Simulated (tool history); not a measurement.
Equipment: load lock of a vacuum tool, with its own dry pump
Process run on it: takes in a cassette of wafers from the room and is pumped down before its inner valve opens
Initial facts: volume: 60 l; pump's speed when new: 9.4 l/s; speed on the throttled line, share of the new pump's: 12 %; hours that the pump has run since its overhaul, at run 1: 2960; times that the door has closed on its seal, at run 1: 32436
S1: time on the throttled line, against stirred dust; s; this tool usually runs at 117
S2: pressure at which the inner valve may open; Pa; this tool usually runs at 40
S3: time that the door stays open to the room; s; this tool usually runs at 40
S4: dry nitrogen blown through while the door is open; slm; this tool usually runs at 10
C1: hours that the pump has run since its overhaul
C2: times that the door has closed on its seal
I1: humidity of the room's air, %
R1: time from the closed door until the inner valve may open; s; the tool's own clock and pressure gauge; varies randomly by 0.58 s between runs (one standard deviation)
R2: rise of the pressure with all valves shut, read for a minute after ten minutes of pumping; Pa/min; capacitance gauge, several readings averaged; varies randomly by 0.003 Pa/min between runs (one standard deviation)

Run 1, hour 0: usual settings; C1 2960; C2 32436; I1 43.2. Result: R1 153.1 s, R2 0.039 Pa/min.
Run 2, hour 69.8: usual settings but S1 168 s; C1 3030; C2 32765; I1 45.9. Result: R1 197.7 s, R2 0.035 Pa/min.
Run 3, hour 150.3: usual settings but S1 174 s; C1 3110; C2 33144; I1 46.2. Result: R1 202.6 s, R2 0.04 Pa/min.
Run 4, hour 227.7: usual settings; C1 3188; C2 33509; I1 45.3. Result: R1 153.6 s, R2 0.037 Pa/min.
Run 5, hour 344.9: usual settings but S4 14 slm; C1 3305; C2 34061; I1 45.9. Result: R1 153.8 s, R2 0.035 Pa/min.
Run 6, hour 443.3: usual settings but S2 29 Pa, S4 14 slm; C1 3403; C2 34524; I1 46.4. Result: R1 155.2 s, R2 0.034 Pa/min.
Run 7, hour 501.7: usual settings but S1 79 s; C1 3462; C2 34799; I1 43.2. Result: R1 119.2 s, R2 0.039 Pa/min.
Run 8, hour 586.5: usual settings but S1 62 s, S4 35 slm; C1 3547; C2 35198; I1 45.7. Result: R1 104.7 s, R2 0.022 Pa/min.
Run 9, hour 694: usual settings but S4 6 slm; C1 3654; C2 35704; I1 44.6. Result: R1 152.1 s, R2 0.044 Pa/min.
Run 10, hour 797: usual settings but S4 14 slm; C1 3757; C2 36189; I1 48.9. Result: R1 152.8 s, R2 0.038 Pa/min.

Each row is a separate what-if for the run after 10, all from the same tool condition, not one after another. Results?
Run A, hour 882.7: usual settings but S1 84 s, S3 122 s, S4 19 slm; C1 3843; C2 36593; I1 44.9. Result: R1 ?, R2 ?.
Run B, hour 882.7: usual settings but S1 221 s, S2 36 Pa, S4 14 slm; C1 3843; C2 36593; I1 43.6. Result: R1 ?, R2 ?.
Run C, hour 882.7: usual settings but S1 213 s, S2 60 Pa; C1 3843; C2 36593; I1 46.5. Result: R1 ?, R2 ?.
Run D, hour 882.7: usual settings but S1 100 s, S4 5 slm; C1 3843; C2 36593; I1 43.7. Result: R1 ?, R2 ?.

run     R1     R2
  A  123.7  0.054
  B  245.1   0.03
  C  235.6  0.039
  D  137.8  0.036
Had the tool no hidden state, the same runs would have come out as:
run     R1     R2
  A  123.6  0.052
  B  245.1  0.028
  C  235.6  0.037
  D  137.8  0.033

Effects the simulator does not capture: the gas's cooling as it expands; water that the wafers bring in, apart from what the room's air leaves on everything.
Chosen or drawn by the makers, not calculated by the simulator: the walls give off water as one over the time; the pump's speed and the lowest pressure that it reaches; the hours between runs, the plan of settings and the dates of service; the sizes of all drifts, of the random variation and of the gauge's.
